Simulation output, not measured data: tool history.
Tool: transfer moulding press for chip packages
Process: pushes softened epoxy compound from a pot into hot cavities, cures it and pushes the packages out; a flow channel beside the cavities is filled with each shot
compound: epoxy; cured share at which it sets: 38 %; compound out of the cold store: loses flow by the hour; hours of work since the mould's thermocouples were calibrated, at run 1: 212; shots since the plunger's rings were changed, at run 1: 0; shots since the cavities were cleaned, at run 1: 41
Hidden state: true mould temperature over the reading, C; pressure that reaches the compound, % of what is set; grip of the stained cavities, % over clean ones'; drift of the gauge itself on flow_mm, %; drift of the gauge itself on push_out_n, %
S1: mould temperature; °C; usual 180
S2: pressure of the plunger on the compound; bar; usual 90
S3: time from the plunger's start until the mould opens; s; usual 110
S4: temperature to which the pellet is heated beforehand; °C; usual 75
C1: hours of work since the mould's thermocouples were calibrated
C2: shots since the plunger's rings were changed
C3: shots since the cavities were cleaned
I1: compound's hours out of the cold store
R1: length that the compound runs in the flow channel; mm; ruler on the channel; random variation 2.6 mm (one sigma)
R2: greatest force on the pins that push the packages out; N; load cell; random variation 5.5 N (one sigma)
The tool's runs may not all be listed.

run,hour,S1,S2,S3,S4,C1,C2,C3,I1,R1,R2
1,0,180,90,110,75,212,0,41,22,671,201
2,9.2,180,90,110,75,217,81,122,42.8,636,208
3,19.2,179,90,110,75,222,170,211,28.8,658,239
4,27.8,180,90,110,75,226,245,286,16.7,679,229
5,34.9,180,90,110,75,229,308,349,41,637,237
6,46.3,180,98.6,110,75,235,408,449,19.7,702,245
7,52.7,180,90,110,75,238,464,505,42.1,629,242
8,59.3,180,90,110,75,241,523,564,31.9,645,243
# hour 66.4: cavities cleaned with cleaning compound and waxed
9,75.6,180,90,110,75,249,653,81,24.4,660,209
10,87.1,180,90,110,75,254,754,182,40.8,631,202
11,101,180,90,110,72,261,877,305,37.6,631,219
12,115.7,180,90,110,72,269,1006,434,32.3,642,235
13,130.2,180,74.6,110,75,276,1134,562,24.8,596,240
# hour 138.1: cavities cleaned with cleaning compound and waxed
14,139,180,74.6,110,75,279,1199,9,26.2,591,187
15,149.5,180,74.6,110,75,285,1291,101,11.6,611,210
16,162.7,172,90,120,72,291,1407,217,8.3,724,349
17,169.2,180,77,110,74,294,1464,274,23.9,604,223

The next listed run, before its measurement:
18,177.5,178,104.1,110,81,298,1538,348,24.3,?,?

R1: 710 mm
R2: 277 N
Without the tool's hidden state the same run would have given R1 727 mm, R2 226 N.
